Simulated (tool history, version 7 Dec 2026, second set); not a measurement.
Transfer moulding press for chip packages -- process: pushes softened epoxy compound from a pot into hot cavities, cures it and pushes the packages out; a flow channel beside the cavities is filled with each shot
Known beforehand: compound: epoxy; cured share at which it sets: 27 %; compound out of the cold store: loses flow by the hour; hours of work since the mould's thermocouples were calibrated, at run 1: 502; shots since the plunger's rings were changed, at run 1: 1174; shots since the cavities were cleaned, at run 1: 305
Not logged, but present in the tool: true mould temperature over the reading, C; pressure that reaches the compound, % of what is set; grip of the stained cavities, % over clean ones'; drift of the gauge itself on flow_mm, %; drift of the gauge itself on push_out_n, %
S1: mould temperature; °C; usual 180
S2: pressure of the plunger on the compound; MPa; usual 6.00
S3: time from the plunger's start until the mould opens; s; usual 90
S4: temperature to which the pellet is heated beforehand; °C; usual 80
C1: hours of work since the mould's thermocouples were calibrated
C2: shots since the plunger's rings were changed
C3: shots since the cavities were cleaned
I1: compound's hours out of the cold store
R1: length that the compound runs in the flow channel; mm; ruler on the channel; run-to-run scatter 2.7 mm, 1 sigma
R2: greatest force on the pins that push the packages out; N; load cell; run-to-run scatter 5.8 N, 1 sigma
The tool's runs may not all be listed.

run	day	S1	S2	S3	S4	C1	C2	C3	I1	R1	R2
1	0.000	180	6.00	90	80	502	1174	305	10.0	712	373
# day 0.683: cavities cleaned with cleaning compound and waxed
# day 1.571: mould's thermocouples calibrated
# day 2.271: cavities cleaned with cleaning compound and waxed
2	3.204	178	6.00	90	80	29	2279	343	29.0	663	420
# day 3.708: cavities cleaned with cleaning compound and waxed
# day 5.167: cavities cleaned with cleaning compound and waxed
3	5.292	178	6.00	90	80	66	3004	46	46.8	613	259
# day 6.717: cavities cleaned with cleaning compound and waxed
4	6.871	180	6.00	90	80	94	3565	57	18.7	676	258
# day 7.379: plunger's sealing rings changed
# day 8.342: cavities cleaned with cleaning compound and waxed
5	9.558	186	6.00	90	80	141	782	450	44.8	607	317
# day 9.883: cavities cleaned with cleaning compound and waxed
# day 11.358: cavities cleaned with cleaning compound and waxed
6	11.433	186	6.00	90	80	173	1428	28	36.6	627	197
# day 12.783: cavities cleaned with cleaning compound and waxed
7	12.912	180	6.00	90	80	199	1951	49	31.7	655	256
# day 14.350: cavities cleaned with cleaning compound and waxed
8	15.021	181	6.00	90	80	237	2706	248	28.1	655	312
# day 15.933: cavities cleaned with cleaning compound and waxed
9	16.854	181	6.00	90	80	270	3359	340	11.9	697	370
# day 17.521: cavities cleaned with cleaning compound and waxed
# day 18.079: plunger's sealing rings changed
10	18.950	181	6.00	90	80	306	322	489	33.1	655	398
# day 19.292: cavities cleaned with cleaning compound and waxed
# day 20.808: cavities cleaned with cleaning compound and waxed
11	20.992	180	6.00	90	89	341	1029	68	14.4	704	280
# day 22.296: cavities cleaned with cleaning compound and waxed
12	22.642	180	6.00	90	79	371	1616	128	26.2	670	293
# day 23.804: cavities cleaned with cleaning compound and waxed
13	24.567	187	6.00	90	76	405	2303	282	23.9	654	291
# day 25.212: cavities cleaned with cleaning compound and waxed
# day 26.625: cavities cleaned with cleaning compound and waxed
14	26.708	180	5.49	90	80	443	3048	31	30.6	625	248
# day 28.250: cavities cleaned with cleaning compound and waxed
# day 28.783: plunger's sealing rings changed
# day 30.000: cavities cleaned with cleaning compound and waxed
15	30.017	177	6.18	114	88	500	432	6	33.6	673	197
# day 31.633: mould's thermocouples calibrated
# day 31.696: cavities cleaned with cleaning compound and waxed
16	32.154	180	6.00	93	72	9	1167	169	38.7	637	283
# day 33.171: cavities cleaned with cleaning compound and waxed
# day 34.588: cavities cleaned with cleaning compound and waxed
17	34.588	180	6.00	93	72	51	2020	0	42.2	629	206
# day 36.071: cavities cleaned with cleaning compound and waxed
18	36.654	179	6.71	91	74	89	2759	214	23.5	711	341
# day 37.542: cavities cleaned with cleaning compound and waxed
19	38.612	180	6.55	90	78	124	3460	396	9.6	730	410
# day 39.162: cavities cleaned with cleaning compound and waxed
# day 39.446: plunger's sealing rings changed
20	40.296	186	6.55	75	72	152	314	380	32.3	670	377
# day 40.788: cavities cleaned with cleaning compound and waxed
21	41.638	180	6.00	127	80	176	787	315	46.8	621	276
# day 42.200: cavities cleaned with cleaning compound and waxed
# day 43.738: cavities cleaned with cleaning compound and waxed
22	44.462	178	6.00	90	71	226	1782	267	44.0	626	393
# day 45.162: cavities cleaned with cleaning compound and waxed
# day 46.817: cavities cleaned with cleaning compound and waxed
23	47.433	180	4.82	89	84	278	2833	227	21.7	603	335
# day 48.229: cavities cleaned with cleaning compound and waxed
# day 49.783: cavities cleaned with cleaning compound and waxed
24	49.833	174	5.67	101	87	321	3673	18	19.6	675	276

Predict each of these 3 candidate next runs independently; none follows another, all start after run 24:
# day 50.192: plunger's sealing rings changed
# day 51.383: cavities cleaned with cleaning compound and waxed
# day 52.817: cavities cleaned with cleaning compound and waxed
A	52.825	180	6.00	90	89	372	926	2	9.5	?	?
# day 50.192: plunger's sealing rings changed
# day 51.383: cavities cleaned with cleaning compound and waxed
# day 52.817: cavities cleaned with cleaning compound and waxed
B	52.825	174	5.67	101	86	372	926	2	32.6	?	?
# day 50.192: plunger's sealing rings changed
# day 51.383: cavities cleaned with cleaning compound and waxed
# day 52.817: cavities cleaned with cleaning compound and waxed
C	52.825	180	6.78	76	80	372	926	2	41.2	?	?

run	R1	R2
A	713	244
B	656	272
C	672	310
With no hidden state in the tool, these same runs would have given:
run	R1	R2
A	716	226
B	659	249
C	675	284

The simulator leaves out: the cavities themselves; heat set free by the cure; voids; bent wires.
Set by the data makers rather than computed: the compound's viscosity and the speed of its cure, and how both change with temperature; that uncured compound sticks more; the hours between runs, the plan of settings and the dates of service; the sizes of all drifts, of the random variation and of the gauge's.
